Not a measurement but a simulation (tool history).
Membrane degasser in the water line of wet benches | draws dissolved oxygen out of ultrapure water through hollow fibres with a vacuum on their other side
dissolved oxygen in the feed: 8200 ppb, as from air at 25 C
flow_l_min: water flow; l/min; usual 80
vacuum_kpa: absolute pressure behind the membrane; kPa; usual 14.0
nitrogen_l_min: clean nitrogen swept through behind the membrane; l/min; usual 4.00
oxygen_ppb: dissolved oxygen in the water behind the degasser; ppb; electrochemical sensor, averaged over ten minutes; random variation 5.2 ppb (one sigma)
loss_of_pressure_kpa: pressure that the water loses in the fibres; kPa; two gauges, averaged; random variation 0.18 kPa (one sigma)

| run | day | flow_l_min | vacuum_kpa | nitrogen_l_min | oxygen_ppb | loss_of_pressure_kpa |
|---|---|---|---|---|---|---|
| 1 | 0.000 | 80 | 14.0 | 4.00 | 519.2 | 32.42 |
| 2 | 1.888 | 80 | 14.0 | 4.00 | 517.8 | 32.43 |
| 3 | 3.929 | 80 | 14.0 | 4.73 | 462.0 | 32.54 |
| 4 | 5.542 | 80 | 14.0 | 4.00 | 510.0 | 32.76 |
| 5 | 9.321 | 80 | 14.0 | 4.00 | 516.9 | 32.48 |
| 6 | 11.508 | 80 | 20.3 | 4.00 | 762.8 | 32.54 |
| 7 | 15.375 | 80 | 20.3 | 4.00 | 753.3 | 32.62 |
| 8 | 19.042 | 80 | 14.0 | 4.00 | 525.9 | 32.47 |
| 9 | 22.133 | 80 | 14.0 | 4.00 | 525.8 | 32.48 |
| 10 | 24.308 | 80 | 21.1 | 4.00 | 786.3 | 32.92 |
| 11 | 26.479 | 80 | 21.1 | 4.00 | 789.5 | 32.56 |
| 12 | 29.204 | 80 | 21.1 | 4.00 | 790.5 | 32.71 |
| 13 | 31.817 | 80 | 21.1 | 4.00 | 795.2 | 32.41 |
| 14 | 35.446 | 106 | 20.6 | 3.61 | 1087.0 | 43.03 |
| 15 | 38.475 | 58 | 20.6 | 2.53 | 841.9 | 23.94 |
| 16 | 40.467 | 58 | 20.6 | 2.53 | 812.4 | 23.78 |
| 17 | 42.867 | 58 | 32.3 | 2.20 | 1435.7 | 23.56 |
| 18 | 45.512 | 58 | 32.3 | 2.20 | 1435.6 | 23.86 |
| 19 | 47.558 | 58 | 32.3 | 5.86 | 663.3 | 23.34 |
| 20 | 51.529 | 107 | 9.5 | 2.02 | 729.1 | 43.67 |
| 21 | 55.133 | 57 | 19.1 | 4.08 | 503.9 | 23.30 |
| 22 | 56.775 | 52 | 14.0 | 4.96 | 276.5 | 21.28 |
| 23 | 59.221 | 75 | 13.4 | 4.96 | 397.3 | 30.79 |
| 24 | 61.092 | 115 | 14.0 | 3.39 | 856.6 | 47.01 |
| 25 | 63.871 | 80 | 9.4 | 2.03 | 541.6 | 32.75 |
| 26 | 66.758 | 78 | 9.4 | 4.70 | 298.2 | 31.82 |

Some steps in oxygen_ppb between neighbouring runs. How much of each would the tool show without its hidden state too (settings, what came in, random variation), and how much is left for the hidden state, with any gauge scatter that isn't in both results?
The hidden state here: membrane still open, %; true pressure behind the membrane over the reading, kPa; air that leaks in behind the membrane, l/min; drift of the gauge itself on oxygen_ppb, %; drift of the gauge itself on loss_of_pressure_kpa, %.
Run 16 -> 17: vacuum_kpa 20.6 -> 32.3, nitrogen_l_min 2.53 -> 2.20. oxygen_ppb +623.3 ppb: hidden state +0.3, all else +623.0.
Run 18 -> 19: nitrogen_l_min 2.20 -> 5.86. oxygen_ppb -772.3 ppb: hidden state -0.1, all else -772.2.
Run 19 -> 20: flow_l_min 58 -> 107, vacuum_kpa 32.3 -> 9.5, nitrogen_l_min 5.86 -> 2.02. oxygen_ppb +65.8 ppb: hidden state +10.4, all else +55.4.
Run 20 -> 21: flow_l_min 107 -> 57, vacuum_kpa 9.5 -> 19.1, nitrogen_l_min 2.02 -> 4.08. oxygen_ppb -225.2 ppb: hidden state -10.4, all else -214.8.

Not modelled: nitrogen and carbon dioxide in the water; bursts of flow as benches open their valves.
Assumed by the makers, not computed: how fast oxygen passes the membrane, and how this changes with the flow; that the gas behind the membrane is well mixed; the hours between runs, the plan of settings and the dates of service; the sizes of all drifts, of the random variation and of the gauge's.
